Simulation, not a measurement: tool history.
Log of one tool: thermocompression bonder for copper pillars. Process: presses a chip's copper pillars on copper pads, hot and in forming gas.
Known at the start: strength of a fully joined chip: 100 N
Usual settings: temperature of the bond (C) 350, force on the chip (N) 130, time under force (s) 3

| run | day | temperature of the bond (C) | force on the chip (N) | time under force (s) | force that shears a chip off (N) |
|---|---|---|---|---|---|
| 1 | 0 | 350 | 130 | 3 | 39.5 |
| 2 | 0.379 | 350 | 130 | 3 | 39.4 |
| 3 | 0.638 | 350 | 129 | 3 | 38.7 |
| 4 | 0.842 | 350 | 130 | 3 | 39.5 |
| 5 | 1.3 | 350 | 130 | 3 | 39.2 |
| 6 | 1.708 | 350 | 148 | 3 | 44.8 |
| 7 | 2.012 | 350 | 184 | 3 | 54.7 |
| 8 | 2.396 | 350 | 184 | 3 | 54.3 |
| 9 | 2.746 | 350 | 130 | 3 | 39.4 |
| 10 | 3.142 | 350 | 130 | 3 | 39.1 |

The next listed run, before its measurement:
| 11 | 3.571 | 350 | 130 | 3 | ? |

Run 11 gave force that shears a chip off (N) 39.2.
Without the tool's hidden state the same run would have given force that shears a chip off (N) 39.3.
